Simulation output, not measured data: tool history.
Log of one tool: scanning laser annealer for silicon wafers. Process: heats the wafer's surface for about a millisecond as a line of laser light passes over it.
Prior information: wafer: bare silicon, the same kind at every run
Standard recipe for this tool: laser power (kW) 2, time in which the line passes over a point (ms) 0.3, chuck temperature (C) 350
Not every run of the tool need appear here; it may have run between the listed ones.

run,hour,laser power (kW),time in which the line passes over a point (ms),chuck temperature (C),highest temperature of the surface (C)
1,0,2,0.3,350,1105
2,12.6,2,0.3,350,1106
3,21,2,0.3,350,1102
4,34.1,2,0.3,350,1100
5,40.3,2,0.347,350,1157
6,52.1,2,0.347,350,1154
7,61.5,1.863,0.3,350,1054
8,68.2,1.863,0.3,350,1056
9,79.1,1.863,0.3,350,1052
# hour 86.3: optics aligned, line set to its width
10,93.4,1.863,0.3,350,1067
11,99.6,1.737,0.3,350,1025
12,113.6,1.737,0.3,350,1022
13,127.9,2,0.293,350,1106
14,137.7,2,0.293,350,1105
# hour 140.8: window over the wafer cleaned
15,150.7,2,0.293,350,1121
16,160.6,2,0.293,350,1114
17,169.5,2,0.293,350,1115
18,182.3,2,0.293,350,1118
19,188.8,1.719,0.211,350,923
20,199,1.719,0.261,355,988
21,210.3,2,0.343,370,1192
22,219.6,2,0.275,337,1080
23,227.4,2,0.222,337,1009
24,235.6,2,0.222,337,1010
25,246.2,2,0.222,337,1008
26,257.3,1.719,0.229,337,931
27,265.9,1.719,0.229,337,930
28,276.5,1.793,0.21,366,958

Forecast run 29:
29,286.4,1.793,0.21,366,?

highest temperature of the surface (C): 956
Were there no unlogged condition in the tool, this run, its random variation unchanged, would have produced highest temperature of the surface (C) 964.
